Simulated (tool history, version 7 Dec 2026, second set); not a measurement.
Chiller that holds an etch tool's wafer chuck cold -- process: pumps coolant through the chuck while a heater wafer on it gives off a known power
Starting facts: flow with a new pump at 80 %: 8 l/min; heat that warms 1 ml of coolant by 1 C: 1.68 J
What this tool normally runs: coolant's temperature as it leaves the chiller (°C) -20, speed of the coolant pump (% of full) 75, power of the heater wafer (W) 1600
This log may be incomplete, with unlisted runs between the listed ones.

run	hour	coolant's temperature as it leaves the chiller (°C)	speed of the coolant pump (% of full)	power of the heater wafer (W)	chuck's temperature once it has settled (°C)	how much warmer the coolant comes back (C)
1	0	-20	75	1600	-7.9	7.79
2	63.9	-20	75	1600	-7.6	7.73
3	164.8	-20	75	1600	-7.7	7.77
# hour 230.7: chiller's thermometer calibrated
4	270.7	-20	75	1600	-8.1	7.79
5	330.2	-20	75	1600	-8.1	7.73
6	420	-20	93	1600	-9.9	6.2
7	498.4	-20	93	1600	-9.7	6.26
8	587.8	-20	93	1600	-9.9	6.3
9	659.4	-20	93	1600	-9.7	6.25
# hour 710: chiller's thermometer calibrated, once more
10	711.8	-20	93	1600	-8.7	6.29
11	808.1	-20	93	1600	-8.8	6.24
12	911.5	-20	75	823	-13.3	4.05
13	1012.2	-20	75	823	-13.4	4.05
14	1064.8	-20	75	1600	-7.2	7.77
15	1141.2	-20	75	1600	-6.9	7.83
16	1219	-20	75	1600	-7	7.91
17	1291.9	-20	75	1600	-7.1	7.82
18	1376.4	-20	75	1600	-7	7.94
19	1441.9	-16	66	1245	-4.8	6.91
20	1499.8	-24	69	1245	-13.4	6.64
21	1580.9	-30	69	872	-22.4	4.63
22	1667.3	-17	73	1656	-3.2	8.32
23	1771.2	-17	73	1656	-3.3	8.38
24	1830.6	-12	95	1600	-0.9	6.29
25	1931.3	-12	95	1600	-0.8	6.26
26	2034.8	-12	95	1600	-0.9	6.22
27	2113.1	-26	63	1600	-11.1	9.39
28	2186.8	-26	63	1600	-11.2	9.39
29	2274.6	-30	62	978	-20.8	5.83
30	2345.1	-25	75	876	-18	4.35
31	2427.6	-20	69	1727	-4.9	9.29
32	2498.9	-18	90	1345	-8.4	5.49

Consider 3 possible next runs. They are alternatives, not a sequence: every one starts from the tool as it was left by run 32. What does each give?
A	2569.2	-29	79	958	?	?
B	2569.2	-24	92	1016	?	?
C	2569.2	-14	82	1035	?	?

run	chuck's temperature once it has settled (°C)	how much warmer the coolant comes back (C)
A	-21.6	4.48
B	-16.9	4.04
C	-6.1	4.68
Had the tool no hidden state, the same runs would have come out as:
run	chuck's temperature once it has settled (°C)	how much warmer the coolant comes back (C)
A	-21.9	4.31
B	-17.2	3.89
C	-6.5	4.51
